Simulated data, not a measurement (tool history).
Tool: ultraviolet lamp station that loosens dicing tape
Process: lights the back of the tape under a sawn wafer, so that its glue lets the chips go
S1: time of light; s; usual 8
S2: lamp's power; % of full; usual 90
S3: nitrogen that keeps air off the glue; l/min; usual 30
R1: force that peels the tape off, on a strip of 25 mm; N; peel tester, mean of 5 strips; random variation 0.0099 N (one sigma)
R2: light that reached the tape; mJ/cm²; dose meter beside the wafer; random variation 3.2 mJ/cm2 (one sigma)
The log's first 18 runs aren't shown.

run 19 hour=763.3 | S1=8 S2=73 S3=30 | R1=1.224 R2=283
run 20 hour=806.1 | S1=8 S2=73 S3=30 | R1=1.319 R2=281
run 21 hour=836.8 | S1=8 S2=73 S3=30 | R1=1.323 R2=270
run 22 hour=878.0 | S1=7 S2=82 S3=12 | R1=2.482 R2=256
run 23 hour=919.4 | S1=7 S2=82 S3=12 | R1=2.555 R2=256
run 24 hour=957.1 | S1=7 S2=82 S3=12 | R1=2.752 R2=249
run 25 hour=985.8 | S1=5 S2=90 S3=54 | R1=1.733 R2=191
run 26 hour=1030.3 | S1=7 S2=90 S3=21 | R1=1.779 R2=261
run 27 hour=1080.5 | S1=5 S2=85 S3=30 | R1=2.721 R2=172
-- hour=1094.7 lamp changed
run 28 hour=1136.2 | S1=7 S2=97 S3=30 | R1=0.547 R2=424
run 29 hour=1168.1 | S1=7 S2=90 S3=27 | R1=0.757 R2=386

Forecast run 30:
-- hour=1188.6 window cleaned of glue's vapour
run 30 hour=1223.3 | S1=7 S2=90 S3=27 | R1=? R2=?

Run 30 gave R1 0.668 N, R2 395 mJ/cm².
Without the tool's hidden state the same run would have given R1 0.572 N, R2 426 mJ/cm².
